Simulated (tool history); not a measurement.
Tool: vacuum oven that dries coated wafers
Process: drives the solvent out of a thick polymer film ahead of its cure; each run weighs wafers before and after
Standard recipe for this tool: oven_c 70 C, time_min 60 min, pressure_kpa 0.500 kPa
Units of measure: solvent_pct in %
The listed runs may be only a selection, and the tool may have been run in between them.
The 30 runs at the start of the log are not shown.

run,day,oven_c,time_min,pressure_kpa,solvent_pct
31,76.879,70,30,0.376,5.02
32,78.804,56,31,0.500,8.96
33,80.429,56,31,0.500,9.02
34,83.296,70,101,0.320,1.01
35,86.575,66,55,0.320,3.19
36,90.521,62,60,1.733,6.84
37,93.892,62,60,1.733,6.90
38,97.850,62,60,1.733,6.87
39,100.725,75,34,0.470,3.31
40,104.338,75,63,0.718,1.83
# day 107.529: oven's thermocouples calibrated
41,108.375,70,49,0.500,3.79
42,112.083,70,31,0.526,5.82
43,113.967,61,35,0.606,8.00
44,116.162,61,35,0.606,7.95
45,117.983,61,35,0.606,8.17
46,120.212,65,35,1.430,8.40

Each row is a separate what-if for the run after 46, all from the same tool condition, not one after another. Results?
A,123.167,83,64,0.907,?
B,123.167,65,50,1.430,?
C,123.167,70,52,0.496,?

run,solvent_pct
A,1.51
B,6.79
C,3.51
Stripped of hidden state, with their random variation kept, the same runs would have yielded:
run,solvent_pct
A,1.26
B,6.46
C,3.19
